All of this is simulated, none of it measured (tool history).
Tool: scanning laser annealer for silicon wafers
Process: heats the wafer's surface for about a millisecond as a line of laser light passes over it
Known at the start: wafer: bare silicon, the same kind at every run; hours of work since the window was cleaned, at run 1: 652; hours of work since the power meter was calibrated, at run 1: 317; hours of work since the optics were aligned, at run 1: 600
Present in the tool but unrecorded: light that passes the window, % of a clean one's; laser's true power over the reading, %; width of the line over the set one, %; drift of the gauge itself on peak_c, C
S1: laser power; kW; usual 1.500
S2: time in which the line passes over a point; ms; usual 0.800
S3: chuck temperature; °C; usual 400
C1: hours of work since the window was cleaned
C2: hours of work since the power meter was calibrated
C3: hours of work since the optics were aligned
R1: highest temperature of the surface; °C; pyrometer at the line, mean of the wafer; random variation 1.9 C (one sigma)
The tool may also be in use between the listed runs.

run,hour,S1,S2,S3,C1,C2,C3,R1
1,0.0,1.500,0.800,400,652,317,600,1101
2,10.5,1.500,0.800,400,656,322,604,1099
3,26.5,1.500,0.800,400,663,329,611,1100
4,45.7,1.500,0.800,400,671,337,619,1100
5,66.1,1.500,0.800,400,680,346,628,1098
6,86.0,1.500,0.800,400,689,354,637,1097
7,102.7,1.500,0.800,371,696,362,644,1065
8,113.5,1.500,0.800,400,701,366,649,1097
9,125.2,1.500,0.800,400,706,371,654,1096
10,144.1,1.500,0.748,400,714,379,662,1070
11,153.2,1.500,0.748,400,718,383,666,1068
12,167.5,1.500,0.748,400,724,389,672,1070
13,185.4,1.444,0.582,380,732,397,680,933
14,205.3,1.444,0.582,380,740,406,688,933
15,219.8,1.444,0.582,380,746,412,694,932
16,234.3,1.444,0.582,380,753,418,701,929
# hour 242.5: window over the wafer cleaned
17,245.5,1.324,0.800,420,1,422,705,1040
18,264.7,1.326,0.583,430,10,430,713,950
19,283.0,1.471,0.721,400,17,438,721,1069
20,296.8,1.471,0.639,400,23,444,727,1023
21,312.1,1.545,0.907,432,30,451,733,1241
22,323.1,1.553,0.909,432,35,456,738,1249
23,340.6,1.534,0.643,410,42,463,746,1065
24,356.5,1.387,0.605,361,49,470,752,920

Each row is a separate what-if for the run after 24, all from the same tool condition, not one after another. Results?
A,371.6,1.387,0.598,417,56,476,759,?
B,371.6,1.538,0.605,368,56,476,759,?
C,371.6,1.513,0.959,382,56,476,759,?
D,371.6,1.500,0.636,391,56,476,759,?
E,371.6,1.387,0.611,415,56,476,759,?

run,R1
A,976
B,1007
C,1193
D,1024
E,976
Without the tool's unlogged condition, the same runs would have read:
run,R1
A,991
B,1025
C,1215
D,1042
E,991
